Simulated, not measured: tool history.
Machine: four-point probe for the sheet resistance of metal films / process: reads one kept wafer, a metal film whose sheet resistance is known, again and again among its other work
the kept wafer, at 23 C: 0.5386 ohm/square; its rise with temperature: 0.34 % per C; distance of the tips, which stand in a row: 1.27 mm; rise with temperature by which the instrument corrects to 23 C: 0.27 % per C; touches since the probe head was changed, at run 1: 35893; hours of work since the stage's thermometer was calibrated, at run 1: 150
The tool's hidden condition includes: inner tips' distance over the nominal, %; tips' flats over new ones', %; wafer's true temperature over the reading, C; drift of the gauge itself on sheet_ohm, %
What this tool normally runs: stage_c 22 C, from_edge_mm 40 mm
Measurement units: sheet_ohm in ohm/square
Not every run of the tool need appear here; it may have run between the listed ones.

run	day	stage_c	from_edge_mm	touches since the probe head was changed	hours of work since the stage's thermometer was calibrated	sheet_ohm
1	0.000	22	40	35893	150	0.535906
2	0.796	22	40	36517	159	0.536270
3	1.721	21	40	37246	169	0.535816
4	2.862	22	40	38140	181	0.536217
5	3.654	22	40	38764	189	0.535945
6	4.812	22	40	39672	202	0.536088
7	6.283	22	40	40829	218	0.535983
8	7.421	22	3	41720	230	0.582664
9	8.750	28	6	42765	244	0.550573
10	10.125	23	25	43846	259	0.536744
11	11.571	23	25	44981	275	0.536602
12	12.946	23	25	46062	290	0.536806
13	13.846	31	16	46767	299	0.540489
14	15.196	24	25	47829	314	0.537129
15	16.254	24	25	48659	325	0.536912

Here are 4 independent what-if runs from the current tool condition. What would each one return?
A	17.638	21	3	49747	340	?
B	17.638	19	25	49747	340	?
C	17.638	20	27	49747	340	?
D	17.638	21	40	49747	340	?

run	sheet_ohm
A	0.581907
B	0.535272
C	0.535591
D	0.535510
Without the tool's unlogged condition, the same runs would have read:
run	sheet_ohm
A	0.584823
B	0.537973
C	0.538294
D	0.538213
